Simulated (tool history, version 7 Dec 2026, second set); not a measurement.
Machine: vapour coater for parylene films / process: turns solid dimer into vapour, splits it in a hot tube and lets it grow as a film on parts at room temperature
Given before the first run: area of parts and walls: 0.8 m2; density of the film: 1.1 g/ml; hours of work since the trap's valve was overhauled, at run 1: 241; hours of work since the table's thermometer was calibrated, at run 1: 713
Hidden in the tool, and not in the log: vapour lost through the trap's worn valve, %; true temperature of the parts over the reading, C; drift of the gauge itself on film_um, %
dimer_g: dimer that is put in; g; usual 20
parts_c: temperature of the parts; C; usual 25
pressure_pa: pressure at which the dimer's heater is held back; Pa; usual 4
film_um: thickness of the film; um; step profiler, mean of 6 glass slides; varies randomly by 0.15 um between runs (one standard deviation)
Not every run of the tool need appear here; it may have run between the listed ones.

run    hour  dimer_g  parts_c  pressure_pa  hours of work since the trap's valve was overhauled  hours of work since the table's thermometer was calibrated  film_um
  1       0       20       25            4                                                  241                                                         713    17.04
  2    29.1       20       25            4                                                  263                                                         734    16.76
  3    46.2       20       25         3.33                                                  275                                                         747    17.13
  4      82       20       25         3.33                                                  302                                                         773    17.16
      100.1  -- trap's valve overhauled
  5   111.9       20       25         3.33                                                    9                                                         793    18.73
  6   151.2       20       25         3.33                                                   38                                                         822    18.59
  7   189.5       20       25            4                                                   66                                                         850    17.87
  8   216.8       20       25            4                                                   86                                                         870    17.84
  9   253.5       20       25         8.08                                                  113                                                         897    15.96
 10     273       20       25         8.08                                                  128                                                         912    15.93
 11   306.6       20       24         8.08                                                  153                                                         937    16.32
 12   327.1       20       25            4                                                  168                                                         952    17.62
 13   364.6       20       25            4                                                  196                                                         979    17.34
 14   397.6       20       25            4                                                  220                                                        1004    17.27
 15   428.1       20       25            4                                                  243                                                        1026    17.02
 16   452.8       20       25            4                                                  261                                                        1045    17.02
 17     470       20       25            4                                                  274                                                        1057    16.75
 18   492.1       20       25            4                                                  290                                                        1074     16.7
      524.3  -- trap's valve overhauled
 19   526.2       20       25            4                                                    1                                                        1096    18.42
 20   547.5       10       25            4                                                   17                                                        1112     8.96
 21   572.6       10       31            4                                                   36                                                        1130        8
      596.5  -- table's thermometer calibrated
 22   602.7       20       25            4                                                   57                                                           5    18.49
 23   623.8       20       25            4                                                   73                                                          20    18.16
 24     647       20       25         4.87                                                   90                                                          37    17.45
 25   666.8       20       25         4.87                                                  105                                                          52    17.45
 26   703.5        8       25         4.87                                                  132                                                          79     6.92
 27   736.7        8       25         4.87                                                  156                                                         104     6.89
 28   770.2        8       25         4.87                                                  181                                                         128     6.83
 29   791.9       15       17         2.02                                                  197                                                         144    15.77
 30     825       21       20         4.41                                                  222                                                         169    19.67
 31   859.7       12       25         2.37                                                  247                                                         195    11.13
 32   900.2       26       35            4                                                  277                                                         225    18.82
 33   940.6       19       25         6.86                                                  307                                                         254       15
      949.2  -- trap's valve overhauled
 34   964.6       20       22            8                                                   11                                                         269    17.66
 35  1000.4       20       25            8                                                   38                                                         296    16.71
 36  1025.5       20       25            8                                                   56                                                         314    16.47
 37  1059.9       33       27            4                                                   82                                                         340    28.68
 38  1094.5       20       22         9.31                                                  107                                                         365    16.85
 39  1128.3       20       22         9.31                                                  132                                                         390    17.01
 40    1152       13       25         2.76                                                  150                                                         408    11.91
 41  1192.7       11       25         4.75                                                  180                                                         438     9.49
 42  1213.3       36       31         5.22                                                  195                                                         453    27.26
 43  1247.5       20       32         2.86                                                  221                                                         478    16.17
 44  1274.3       20       31         4.74                                                  240                                                         498     15.2
 45    1310       20       31         4.74                                                  267                                                         525    15.09
 46  1339.7       11       18         3.22                                                  289                                                         547    10.93
 47  1364.6       11       18         3.22                                                  307                                                         565    10.69

Forecast each of these 3 alternatives for the next run:
     1372.3  -- trap's valve overhauled
  A  1390.2       12       24         3.19                                                   13                                                         581        ?
     1372.3  -- trap's valve overhauled
  B  1390.2       13       29         3.22                                                   13                                                         581        ?
     1372.3  -- trap's valve overhauled
  C  1390.2       10       23            4                                                   13                                                         581        ?

run  film_um
  A    11.61
  B    11.34
  C     9.42
With no hidden state in the tool, these same runs would have given:
run  film_um
  A    11.84
  B    11.57
  C     9.61

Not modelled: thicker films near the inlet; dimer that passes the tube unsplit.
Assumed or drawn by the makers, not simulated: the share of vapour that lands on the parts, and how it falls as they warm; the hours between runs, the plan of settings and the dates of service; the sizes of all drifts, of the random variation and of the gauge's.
